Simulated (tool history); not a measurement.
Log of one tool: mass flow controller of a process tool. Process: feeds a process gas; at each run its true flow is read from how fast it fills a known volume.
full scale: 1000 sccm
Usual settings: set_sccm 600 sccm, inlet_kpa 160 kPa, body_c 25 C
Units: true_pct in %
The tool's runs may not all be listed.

run	hour	set_sccm	inlet_kpa	body_c	true_pct
1	0.0	600	160	25	100.29
2	68.0	600	160	25	100.26
3	155.9	600	160	25	100.35
4	214.1	318	160	25	100.92
5	305.7	318	153	25	101.00
6	410.4	600	160	25	100.39
7	493.6	600	160	25	100.39
8	568.5	600	274	25	99.86
9	645.4	600	274	25	99.96
10	732.5	600	160	25	100.37
# hour 774.9: controller's zero set anew
11	796.3	600	160	25	99.20
12	859.1	600	160	25	99.19
13	931.1	287	206	34	99.39
14	1033.4	703	155	23	99.29
15	1143.8	605	144	32	99.78
16	1220.6	136	203	32	99.61
17	1324.4	220	160	40	100.14
18	1430.8	495	193	22	98.81
19	1545.7	441	262	22	98.57
20	1604.2	441	145	21	99.03
21	1712.8	441	145	21	98.98
22	1790.3	600	266	30	99.23
23	1847.0	220	194	30	99.59

Forecast each of these 5 alternatives for the next run:
A	1953.0	632	155	22	?
B	1953.0	887	191	30	?
C	1953.0	526	160	30	?
D	1953.0	723	160	25	?
E	1953.0	600	218	25	?

run	true_pct
A	99.17
B	99.83
C	99.74
D	99.45
E	99.17
Without the tool's hidden state the same runs would have given:
run	true_pct
A	99.46
B	100.21
C	99.96
D	99.79
E	99.45
